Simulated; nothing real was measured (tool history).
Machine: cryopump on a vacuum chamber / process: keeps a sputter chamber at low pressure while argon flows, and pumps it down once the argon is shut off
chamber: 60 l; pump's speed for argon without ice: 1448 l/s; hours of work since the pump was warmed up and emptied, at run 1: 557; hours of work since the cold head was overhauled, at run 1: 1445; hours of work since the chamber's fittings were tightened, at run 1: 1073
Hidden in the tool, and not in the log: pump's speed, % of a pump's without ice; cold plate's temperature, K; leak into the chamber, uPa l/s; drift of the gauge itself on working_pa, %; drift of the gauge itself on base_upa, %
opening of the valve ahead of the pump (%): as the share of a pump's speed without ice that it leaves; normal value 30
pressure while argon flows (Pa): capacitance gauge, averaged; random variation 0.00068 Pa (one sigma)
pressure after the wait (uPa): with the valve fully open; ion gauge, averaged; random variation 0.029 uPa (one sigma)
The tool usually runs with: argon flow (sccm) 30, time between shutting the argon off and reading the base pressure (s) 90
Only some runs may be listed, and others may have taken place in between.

run	hour	argon flow (sccm)	time between shutting the argon off and reading the base pressure (s)	opening of the valve ahead of the pump (%)	hours of work since the pump was warmed up and emptied	hours of work since the cold head was overhauled	hours of work since the chamber's fittings were tightened	pressure while argon flows (Pa)	pressure after the wait (uPa)
1	0	30	90	30	557	1445	1073	0.1285	1.74
2	86.7	30	90	30	625	1513	1141	0.1321	1.8
3	142.9	30	90	30	670	1557	1185	0.1316	1.77
4	253.7	30	23	30	756	1644	1272	0.1365	5.38
# hour 286.4: pump warmed up, emptied and cooled again
5	376.7	30	90	30	71	1736	1365	0.1182	1.66
6	497.8	30	90	30	166	1831	1460	0.1213	1.73
7	568.2	30	90	33	221	1886	1515	0.1106	1.73
8	633.1	38	90	33	272	1937	1566	0.1414	1.76
9	743.9	38	90	33	359	2024	1653	0.1432	1.82
10	838.9	38	20	33	433	2099	1727	0.1471	5.88
11	948.3	30	90	30	519	2184	1813	0.1289	1.87
12	1040.8	30	90	30	592	2257	1886	0.13	1.95
13	1102	30	90	30	640	2305	1934	0.1319	2.05
14	1195.3	32	90	33	713	2378	2007	0.1309	2.06
15	1246.5	34	22	51	753	2418	2047	0.0999	5.73
# hour 1279.6: pump warmed up, emptied and cooled again
16	1369.5	17	90	16	70	2511	2140	0.1255	1.84
17	1470.6	30	128	51	150	2590	2219	0.0718	1.51
18	1528.7	19	101	40	195	2636	2264	0.0581	1.77

Estimate the outcome of run 19 from the log above:
19	1617.6	19	101	40	265	2705	2334	?	?

{"run 19": {"pressure while argon flows (Pa)": 0.0591, "pressure after the wait (uPa)": 1.81}}
Were there no unlogged condition in the tool, this run, its random variation unchanged, would have produced pressure while argon flows (Pa) 0.0553, pressure after the wait (uPa) 1.23.
